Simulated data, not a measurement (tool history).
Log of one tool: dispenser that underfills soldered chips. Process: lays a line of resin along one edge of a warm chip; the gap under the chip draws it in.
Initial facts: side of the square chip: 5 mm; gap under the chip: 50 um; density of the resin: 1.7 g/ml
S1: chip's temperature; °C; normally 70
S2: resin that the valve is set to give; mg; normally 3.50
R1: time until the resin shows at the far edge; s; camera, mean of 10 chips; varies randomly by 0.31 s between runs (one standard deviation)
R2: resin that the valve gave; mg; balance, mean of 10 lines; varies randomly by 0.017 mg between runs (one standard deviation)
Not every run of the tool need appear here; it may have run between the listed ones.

| run | hour | S1 | S2 | R1 | R2 |
|---|---|---|---|---|---|
| 1 | 0.0 | 70 | 3.50 | 6.8 | 3.33 |
| 2 | 10.1 | 70 | 3.50 | 11.8 | 3.27 |
|  | 13.4 | new syringe of resin |
| 3 | 24.5 | 55 | 3.50 | 22.5 | 3.26 |
|  | 28.8 | new syringe of resin |
| 4 | 31.4 | 70 | 4.00 | 7.2 | 3.69 |
| 5 | 41.5 | 70 | 4.00 | 11.9 | 3.67 |
|  | 44.3 | new syringe of resin |
| 6 | 50.7 | 70 | 4.00 | 8.9 | 3.63 |
|  | 59.5 | new syringe of resin |
|  | 61.8 | dispensing valve cleaned and set on the balance |
| 7 | 65.9 | 70 | 4.00 | 8.0 | 3.99 |
|  | 75.6 | new syringe of resin |
| 8 | 78.0 | 57 | 3.29 | 13.3 | 3.25 |
| 9 | 85.3 | 72 | 3.87 | 8.8 | 3.84 |
|  | 90.4 | new syringe of resin |
| 10 | 92.1 | 72 | 3.87 | 5.7 | 3.79 |
| 11 | 102.1 | 81 | 3.48 | 6.9 | 3.39 |
|  | 105.6 | new syringe of resin |
| 12 | 110.2 | 57 | 3.12 | 15.6 | 3.04 |

5 options for the next run, each taken on its own from the tool as it stands now. Forecast them:
| A | 118.3 | 57 | 3.95 | ? | ? |
| B | 118.3 | 57 | 3.79 | ? | ? |
| C | 118.3 | 73 | 4.29 | ? | ? |
| D | 118.3 | 57 | 3.60 | ? | ? |
| E | 118.3 | 77 | 3.94 | ? | ? |

| run | R1 | R2 |
|---|---|---|
| A | 21.7 | 3.79 |
| B | 22.4 | 3.65 |
| C | 10.2 | 4.11 |
| D | 22.4 | 3.42 |
| E | 8.3 | 3.77 |
With the hidden condition removed and each run's random variation left untouched, the same runs would have given:
| run | R1 | R2 |
|---|---|---|
| A | 11.0 | 3.96 |
| B | 11.4 | 3.81 |
| C | 5.2 | 4.29 |
| D | 11.6 | 3.58 |
| E | 4.1 | 3.94 |
